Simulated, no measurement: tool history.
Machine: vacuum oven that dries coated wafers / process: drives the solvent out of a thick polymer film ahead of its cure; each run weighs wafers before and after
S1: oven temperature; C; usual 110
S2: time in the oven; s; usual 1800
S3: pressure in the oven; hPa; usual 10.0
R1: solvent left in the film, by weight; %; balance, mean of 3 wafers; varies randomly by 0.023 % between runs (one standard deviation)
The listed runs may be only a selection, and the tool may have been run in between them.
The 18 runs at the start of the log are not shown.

run 19 hour=403.0 | S1=100 S2=1800 S3=10.0 | R1=3.02
run 20 hour=432.3 | S1=100 S2=1800 S3=8.9 | R1=2.96
run 21 hour=446.6 | S1=104 S2=1800 S3=6.1 | R1=2.17
run 22 hour=461.3 | S1=104 S2=1800 S3=6.1 | R1=2.14
run 23 hour=478.4 | S1=110 S2=1800 S3=12.5 | R1=1.87
run 24 hour=507.3 | S1=113 S2=2760 S3=34.3 | R1=2.30
run 25 hour=521.8 | S1=113 S2=2760 S3=34.3 | R1=2.24
run 26 hour=548.8 | S1=98 S2=1500 S3=7.6 | R1=3.86
run 27 hour=574.6 | S1=105 S2=1800 S3=10.0 | R1=2.26
run 28 hour=597.1 | S1=110 S2=1680 S3=22.2 | R1=2.63
run 29 hour=625.9 | S1=96 S2=1680 S3=5.3 | R1=3.56
run 30 hour=651.8 | S1=96 S2=1680 S3=5.3 | R1=3.44
run 31 hour=668.3 | S1=120 S2=1140 S3=5.5 | R1=1.64
run 32 hour=688.7 | S1=120 S2=1140 S3=5.5 | R1=1.68
run 33 hour=706.7 | S1=115 S2=1800 S3=29.3 | R1=2.29
run 34 hour=719.8 | S1=115 S2=1800 S3=29.3 | R1=2.30
run 35 hour=742.0 | S1=124 S2=1800 S3=16.0 | R1=0.95
run 36 hour=769.8 | S1=123 S2=2100 S3=10.0 | R1=0.61
run 37 hour=787.6 | S1=123 S2=2100 S3=10.0 | R1=0.58
run 38 hour=803.9 | S1=101 S2=2100 S3=10.0 | R1=2.36
run 39 hour=827.3 | S1=113 S2=1380 S3=21.9 | R1=2.71
run 40 hour=841.5 | S1=113 S2=1380 S3=21.9 | R1=2.72

Branching from run 40: 4 alternative next runs. What would each branch give?
run A hour=856.1 | S1=100 S2=1800 S3=9.6 | R1=?
run B hour=856.1 | S1=106 S2=2100 S3=12.6 | R1=?
run C hour=856.1 | S1=113 S2=1260 S3=21.9 | R1=?
run D hour=856.1 | S1=122 S2=1140 S3=21.9 | R1=?

run=A R1=3.00
run=B R1=1.98
run=C R1=2.96
run=D R1=2.11
With the hidden condition removed and each run's random variation left untouched, the same runs would have given:
run=A R1=2.99
run=B R1=1.97
run=C R1=2.96
run=D R1=2.11
